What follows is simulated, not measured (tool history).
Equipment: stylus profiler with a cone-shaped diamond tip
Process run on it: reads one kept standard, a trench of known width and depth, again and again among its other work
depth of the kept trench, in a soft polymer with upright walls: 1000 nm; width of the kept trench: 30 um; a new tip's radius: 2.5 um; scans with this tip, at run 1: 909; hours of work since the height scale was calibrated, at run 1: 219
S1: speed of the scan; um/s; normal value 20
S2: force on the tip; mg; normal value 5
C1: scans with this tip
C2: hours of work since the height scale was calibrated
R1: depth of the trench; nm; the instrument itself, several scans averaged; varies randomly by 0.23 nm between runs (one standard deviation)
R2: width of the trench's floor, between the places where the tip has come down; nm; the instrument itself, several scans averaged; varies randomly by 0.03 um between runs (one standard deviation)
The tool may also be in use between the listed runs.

Run 1, hour 0: usual settings; C1 909; C2 219. Result: R1 1015.59 nm, R2 25840 nm.
Run 2, hour 28: usual settings; C1 959; C2 231. Result: R1 1016.37 nm, R2 25870 nm.
Run 3, hour 59.3: usual settings but S1 17 um/s; C1 1014; C2 244. Result: R1 1015.84 nm, R2 25840 nm.
Run 4, hour 88.3: usual settings but S1 6 um/s; C1 1065; C2 257. Result: R1 1015.92 nm, R2 25850 nm.
Run 5, hour 104.9: usual settings but S1 6 um/s; C1 1094; C2 264. Result: R1 1015.74 nm, R2 25910 nm.
Run 6, hour 130.9: usual settings but S1 6 um/s; C1 1140; C2 275. Result: R1 1015.83 nm, R2 25830 nm.
Run 7, hour 148.9: usual settings; C1 1171; C2 283. Result: R1 1015.88 nm, R2 25860 nm.
Run 8, hour 177.4: usual settings; C1 1222; C2 295. Result: R1 1015.96 nm, R2 25800 nm.
Run 9, hour 194.8: usual settings but S2 14.82 mg; C1 1252; C2 302. Result: R1 1032.95 nm, R2 25770 nm.
Run 10, hour 223.4: usual settings but S1 8 um/s; C1 1303; C2 314. Result: R1 1015.75 nm, R2 25850 nm.
Run 11, hour 238.9: usual settings but S1 7 um/s; C1 1330; C2 321. Result: R1 1015.82 nm, R2 25840 nm.
Run 12, hour 258.5: usual settings but S1 7 um/s; C1 1364; C2 329. Result: R1 1015.59 nm, R2 25810 nm.
Run 13, hour 291.9: usual settings but S2 2.09 mg; C1 1423; C2 343. Result: R1 1007.9 nm, R2 25760 nm.
Run 14, hour 306: usual settings but S2 2.09 mg; C1 1448; C2 349. Result: R1 1008.5 nm, R2 25750 nm.
Run 15, hour 324.5: usual settings but S2 5.46 mg; C1 1481; C2 357. Result: R1 1016.7 nm, R2 25810 nm.
Run 16, hour 352.3: usual settings but S1 64 um/s; C1 1530; C2 369. Result: R1 1015.51 nm, R2 25710 nm.
Run 17, hour 366.3: usual settings but S1 12 um/s; C1 1554; C2 375. Result: R1 1015.39 nm, R2 25770 nm.
Run 18, hour 383.1: usual settings but S1 12 um/s; C1 1584; C2 382. Result: R1 1015.59 nm, R2 25810 nm.
Run 19, hour 409.5: usual settings but S1 12 um/s; C1 1630; C2 393. Result: R1 1015.43 nm, R2 25820 nm.
Run 20, hour 423.1: usual settings but S1 12 um/s; C1 1654; C2 399. Result: R1 1015.25 nm, R2 25810 nm.
At hour 426.4: height scale calibrated on a step standard.
Run 21, hour 443: usual settings but S1 8 um/s, S2 14.21 mg; C1 1688; C2 7. Result: R1 1031.49 nm, R2 25840 nm.
Run 22, hour 472.4: usual settings but S1 8 um/s, S2 7.78 mg; C1 1740; C2 20. Result: R1 1020.06 nm, R2 25750 nm.
At hour 477.4: height scale calibrated on a step standard, once more.
Run 23, hour 490.6: usual settings but S1 41 um/s, S2 6.59 mg; C1 1771; C2 6. Result: R1 1020.04 nm, R2 25680 nm.
Run 24, hour 504.9: usual settings but S1 8 um/s, S2 4.93 mg; C1 1797; C2 12. Result: R1 1015.9 nm, R2 25760 nm.
Run 25, hour 520.5: usual settings but S1 5 um/s, S2 4.93 mg; C1 1824; C2 18. Result: R1 1016.24 nm, R2 25780 nm.
Run 26, hour 546.3: usual settings but S1 25 um/s, S2 4.93 mg; C1 1870; C2 29. Result: R1 1016.04 nm, R2 25670 nm.
Run 27, hour 578.9: usual settings but S2 13.81 mg; C1 1927; C2 43. Result: R1 1032.32 nm, R2 25700 nm.
Run 28, hour 598.1: usual settings but S1 18 um/s, S2 2.9 mg; C1 1961; C2 51. Result: R1 1011.13 nm, R2 25680 nm.
Run 29, hour 617.5: usual settings but S1 18 um/s, S2 8.33 mg; C1 1995; C2 60. Result: R1 1022.84 nm, R2 25660 nm.
Run 30, hour 641.1: usual settings but S1 18 um/s, S2 8.33 mg; C1 2037; C2 70. Result: R1 1023.02 nm, R2 25670 nm.
Run 31, hour 662.8: usual settings but S1 18 um/s, S2 8.33 mg; C1 2075; C2 79. Result: R1 1022.87 nm, R2 25710 nm.
Run 32, hour 695.3: usual settings; C1 2132; C2 93. Result: R1 1015.74 nm, R2 25700 nm.
Run 33, hour 724.2: usual settings but S1 11 um/s, S2 2.81 mg; C1 2183; C2 105. Result: R1 1010.38 nm, R2 25750 nm.
Run 34, hour 751.3: usual settings but S1 45 um/s, S2 4.25 mg; C1 2230; C2 116. Result: R1 1014.06 nm, R2 25640 nm.
Run 35, hour 783.4: usual settings but S1 9 um/s, S2 3.9 mg; C1 2287; C2 130. Result: R1 1013.22 nm, R2 25730 nm.
Run 36, hour 799.8: usual settings but S1 31 um/s, S2 2.3 mg; C1 2316; C2 137. Result: R1 1009.13 nm, R2 25600 nm.
Run 37, hour 826.5: usual settings but S1 31 um/s, S2 2.3 mg; C1 2363; C2 148. Result: R1 1008.99 nm, R2 25580 nm.
Run 38, hour 851.3: usual settings but S1 8 um/s, S2 13.45 mg; C1 2407; C2 159. Result: R1 1031.24 nm, R2 25700 nm.
Run 39, hour 880.7: usual settings but S1 33 um/s, S2 7.43 mg; C1 2459; C2 171. Result: R1 1020.82 nm, R2 25580 nm.

3 ways to go on from here, each from the tool as it stands after run 39. What would each give?
Run A, hour 902.6: usual settings but S1 8 um/s, S2 4.11 mg; C1 2497; C2 181. Result: R1 ?, R2 ?.
Run B, hour 902.6: usual settings but S1 25 um/s, S2 7.11 mg; C1 2497; C2 181. Result: R1 ?, R2 ?.
Run C, hour 902.6: usual settings but S1 10 um/s; C1 2497; C2 181. Result: R1 ?, R2 ?.

run       R1     R2
  A  1013.43  25710
  B  1020.49  25650
  C  1015.85  25690
Take away the tool's hidden state, keep each run's random variation, and the runs would have read:
run       R1     R2
  A  1014.18  26010
  B  1021.25  25950
  C  1016.61  25980

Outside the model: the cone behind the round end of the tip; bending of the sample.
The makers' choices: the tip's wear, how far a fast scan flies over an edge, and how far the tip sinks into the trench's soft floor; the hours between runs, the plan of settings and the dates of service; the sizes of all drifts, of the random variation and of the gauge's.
